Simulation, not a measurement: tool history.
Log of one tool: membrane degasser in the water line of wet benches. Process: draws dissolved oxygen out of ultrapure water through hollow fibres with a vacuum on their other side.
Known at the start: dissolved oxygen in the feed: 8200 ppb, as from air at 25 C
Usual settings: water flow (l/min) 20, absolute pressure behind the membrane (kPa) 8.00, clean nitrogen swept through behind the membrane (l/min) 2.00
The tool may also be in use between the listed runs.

| run | hour | water flow (l/min) | absolute pressure behind the membrane (kPa) | clean nitrogen swept through behind the membrane (l/min) | dissolved oxygen in the water behind the degasser (ppb) | pressure that the water loses in the fibres (kPa) |
|---|---|---|---|---|---|---|
| 1 | 0.0 | 20 | 8.00 | 2.00 | 145.6 | 44.50 |
| 2 | 233.9 | 20 | 8.00 | 2.00 | 144.9 | 44.67 |
| 3 | 337.5 | 20 | 8.00 | 2.00 | 147.1 | 44.70 |
|  | 385.3 | seals of the vacuum lines changed |
| 4 | 540.0 | 20 | 8.00 | 2.00 | 145.2 | 44.57 |
| 5 | 765.2 | 20 | 10.60 | 2.00 | 211.1 | 44.76 |
| 6 | 913.4 | 20 | 8.00 | 2.00 | 148.4 | 44.88 |
| 7 | 1114.4 | 20 | 8.00 | 2.00 | 150.0 | 44.77 |
| 8 | 1266.8 | 20 | 8.00 | 2.00 | 151.2 | 45.30 |
| 9 | 1408.1 | 20 | 8.00 | 2.00 | 152.3 | 45.03 |
| 10 | 1532.5 | 20 | 8.00 | 2.00 | 150.5 | 45.41 |
| 11 | 1775.6 | 20 | 8.00 | 2.00 | 150.7 | 45.33 |
|  | 1861.8 | membrane cartridge changed |
| 12 | 1939.0 | 20 | 10.58 | 2.00 | 200.2 | 42.05 |
| 13 | 2104.9 | 20 | 10.58 | 2.00 | 202.8 | 42.08 |
| 14 | 2318.7 | 20 | 10.58 | 2.00 | 204.7 | 42.04 |
| 15 | 2430.6 | 20 | 8.00 | 2.00 | 144.6 | 42.21 |
| 16 | 2669.5 | 20 | 8.00 | 2.00 | 146.9 | 42.11 |
| 17 | 2852.3 | 13 | 8.00 | 2.00 | 87.8 | 27.29 |
| 18 | 3008.5 | 18 | 13.36 | 1.15 | 385.3 | 38.22 |
| 19 | 3123.5 | 18 | 13.36 | 1.15 | 391.4 | 38.18 |
| 20 | 3252.2 | 18 | 13.36 | 1.15 | 381.8 | 38.32 |
| 21 | 3475.8 | 25 | 8.00 | 2.00 | 203.6 | 53.39 |
|  | 3611.2 | seals of the vacuum lines changed |
| 22 | 3638.8 | 25 | 5.19 | 4.54 | 84.7 | 53.32 |
| 23 | 3747.0 | 20 | 7.16 | 2.33 | 115.4 | 42.34 |

Forecast run 24:
| 24 | 3862.2 | 20 | 7.16 | 2.33 | ? | ? |

{"run 24": {"dissolved oxygen in the water behind the degasser (ppb)": 115.7, "pressure that the water loses in the fibres (kPa)": 42.99}}
Without the tool's hidden state the same run would have given dissolved oxygen in the water behind the degasser (ppb) 101.8, pressure that the water loses in the fibres (kPa) 42.28.
